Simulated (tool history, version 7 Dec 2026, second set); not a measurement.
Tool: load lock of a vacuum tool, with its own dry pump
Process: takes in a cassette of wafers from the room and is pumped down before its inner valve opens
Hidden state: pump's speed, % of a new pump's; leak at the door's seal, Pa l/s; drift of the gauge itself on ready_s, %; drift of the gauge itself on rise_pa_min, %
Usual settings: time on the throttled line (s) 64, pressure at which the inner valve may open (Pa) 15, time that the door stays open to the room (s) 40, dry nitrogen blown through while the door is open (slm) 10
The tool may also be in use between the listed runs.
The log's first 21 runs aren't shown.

run	hour	time on the throttled line (s)	pressure at which the inner valve may open (Pa)	time that the door stays open to the room (s)	dry nitrogen blown through while the door is open (slm)	hours that the pump has run since its overhaul	times that the door has closed on its seal	incoming humidity of the room's air, %	time from the closed door until the inner valve may open (s)	rise of the pressure with all valves shut (Pa/min)
22	1828.5	111	19	48	19	6434	14475	41.6	145.9	0.243
23	1893.4	62	15	40	18	6499	14637	44.1	106.5	0.236
24	1954.5	62	15	40	18	6560	14789	46.6	108.4	0.239
25	2062.9	64	22	158	26	6668	15059	43.1	105.5	0.270
26	2111.0	64	22	158	26	6716	15179	47.0	106.0	0.289
27	2224.2	64	22	158	26	6830	15462	44.6	106.8	0.285
28	2341.0	64	15	25	10	6946	15753	45.7	108.9	0.264
29	2394.8	64	15	25	10	7000	15888	48.5	109.1	0.270
30	2465.5	97	13	55	10	7071	16064	42.8	137.0	0.286
31	2562.6	97	13	55	10	7168	16306	40.7	136.6	0.287
32	2655.1	45	18	101	19	7260	16537	44.7	92.4	0.302
33	2762.5	45	25	44	33	7368	16805	44.4	89.4	0.285
34	2863.6	64	23	40	10	7469	17057	53.3	105.6	0.300
35	2979.8	64	23	40	10	7585	17347	44.9	106.5	0.308
36	3096.3	81	23	40	10	7702	17638	45.7	121.5	0.313

3 ways to go on from here, each from the tool as it stands after run 36. What would each give?
A	3197.4	64	15	69	7	7803	17890	47.5	?	?
B	3197.4	64	15	26	16	7803	17890	45.5	?	?
C	3197.4	75	23	40	10	7803	17890	43.9	?	?

run	time from the closed door until the inner valve may open (s)	rise of the pressure with all valves shut (Pa/min)
A	108.6	0.341
B	110.5	0.314
C	114.2	0.324
Without the tool's hidden state the same runs would have given:
run	time from the closed door until the inner valve may open (s)	rise of the pressure with all valves shut (Pa/min)
A	106.0	0.046
B	107.9	0.023
C	111.7	0.030
